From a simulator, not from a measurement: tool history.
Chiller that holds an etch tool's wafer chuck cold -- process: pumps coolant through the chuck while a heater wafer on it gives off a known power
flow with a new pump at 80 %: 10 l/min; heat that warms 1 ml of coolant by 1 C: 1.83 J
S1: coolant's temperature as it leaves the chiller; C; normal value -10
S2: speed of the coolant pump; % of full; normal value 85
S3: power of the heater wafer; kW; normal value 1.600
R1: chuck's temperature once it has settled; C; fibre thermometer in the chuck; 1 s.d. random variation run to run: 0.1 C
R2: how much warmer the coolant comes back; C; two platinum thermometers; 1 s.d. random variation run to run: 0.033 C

Run 1, hour 0.0: usual settings. Result: R1 0.4 C, R2 4.91 C.
Run 2, hour 64.2: usual settings. Result: R1 0.5 C, R2 4.91 C.
Run 3, hour 119.0: usual settings. Result: R1 0.4 C, R2 4.91 C.
Run 4, hour 181.5: usual settings but S1 -4 C. Result: R1 6.5 C, R2 4.97 C.
Run 5, hour 232.4: usual settings but S3 1.546 kW. Result: R1 0.2 C, R2 4.73 C.
Run 6, hour 270.9: usual settings but S3 1.546 kW. Result: R1 0.0 C, R2 4.76 C.
Run 7, hour 303.5: usual settings but S3 1.546 kW. Result: R1 0.1 C, R2 4.80 C.
Run 8, hour 355.1: usual settings but S3 1.546 kW. Result: R1 0.1 C, R2 4.77 C.
Run 9, hour 410.7: usual settings but S1 -6 C. Result: R1 4.4 C, R2 4.92 C.
Run 10, hour 474.6: usual settings. Result: R1 0.5 C, R2 4.97 C.
At hour 508.7: chiller's thermometer calibrated.
Run 11, hour 518.1: usual settings. Result: R1 1.1 C, R2 4.95 C.
Run 12, hour 576.9: usual settings but S2 69 % of full. Result: R1 3.1 C, R2 6.21 C.
Run 13, hour 604.7: usual settings but S2 69 % of full, S3 1.960 kW. Result: R1 5.8 C, R2 7.60 C.
Run 14, hour 639.9: usual settings but S2 69 % of full, S3 1.960 kW. Result: R1 5.9 C, R2 7.56 C.
Run 15, hour 704.1: usual settings but S1 -9 C, S2 69 % of full, S3 1.960 kW. Result: R1 6.8 C, R2 7.57 C.
Run 16, hour 757.4: usual settings but S1 -9 C, S2 64 % of full, S3 1.960 kW. Result: R1 7.9 C, R2 8.19 C.
Run 17, hour 803.8: usual settings but S1 -18 C, S2 65 % of full, S3 2.376 kW. Result: R1 2.3 C, R2 9.79 C.
Run 18, hour 870.5: usual settings but S1 -18 C, S2 65 % of full, S3 2.376 kW. Result: R1 2.1 C, R2 9.85 C.
Run 19, hour 898.1: usual settings but S1 -18 C, S2 65 % of full, S3 2.376 kW. Result: R1 2.2 C, R2 9.87 C.
Run 20, hour 930.1: usual settings but S2 83 % of full. Result: R1 1.4 C, R2 5.15 C.
Run 21, hour 988.1: usual settings but S2 75 % of full. Result: R1 2.2 C, R2 5.67 C.
Run 22, hour 1023.2: usual settings but S2 90 % of full, S3 1.799 kW. Result: R1 2.0 C, R2 5.23 C.
Run 23, hour 1077.6: usual settings but S2 90 % of full, S3 1.799 kW. Result: R1 2.0 C, R2 5.30 C.
Run 24, hour 1137.5: usual settings but S2 90 % of full, S3 1.799 kW. Result: R1 1.9 C, R2 5.32 C.
Run 25, hour 1202.3: usual settings but S1 0 C, S2 94 % of full, S3 1.419 kW. Result: R1 9.1 C, R2 3.94 C.
Run 26, hour 1234.1: usual settings but S1 -5 C, S2 92 % of full, S3 1.419 kW. Result: R1 4.2 C, R2 4.07 C.
Run 27, hour 1295.7: usual settings but S1 -7 C, S3 1.569 kW. Result: R1 3.8 C, R2 4.92 C.
Run 28, hour 1336.9: usual settings but S1 -7 C, S3 1.569 kW. Result: R1 4.0 C, R2 4.90 C.
Run 29, hour 1364.4: usual settings but S1 -6 C, S2 74 % of full, S3 1.671 kW. Result: R1 7.2 C, R2 6.04 C.
Run 30, hour 1428.9: usual settings but S1 -6 C, S2 74 % of full, S3 1.671 kW. Result: R1 7.0 C, R2 6.02 C.
Run 31, hour 1464.4: usual settings but S1 -11 C, S3 1.657 kW. Result: R1 0.5 C, R2 5.24 C.

5 options for the next run, each taken on its own from the tool as it stands now. Forecast them:
Run A, hour 1531.0: usual settings but S1 -11 C, S2 76 % of full, S3 2.362 kW. Result: R1 ?, R2 ?.
Run B, hour 1531.0: usual settings but S1 -8 C, S2 75 % of full, S3 1.100 kW. Result: R1 ?, R2 ?.
Run C, hour 1531.0: usual settings but S1 -11 C, S2 80 % of full, S3 1.657 kW. Result: R1 ?, R2 ?.
Run D, hour 1531.0: usual settings but S1 -17 C, S2 69 % of full. Result: R1 ?, R2 ?.
Run E, hour 1531.0: usual settings but S1 -13 C, S2 97 % of full, S3 0.969 kW. Result: R1 ?, R2 ?.

run    R1    R2
  A   7.1  8.35
  B   0.4  3.97
  C   1.2  5.59
  D  -3.8  6.38
  E  -7.0  2.64
Stripped of hidden state, with their random variation kept, the same runs would have yielded:
run    R1    R2
  A   6.2  8.16
  B   0.0  3.88
  C   0.6  5.47
  D  -4.5  6.24
  E  -7.2  2.58
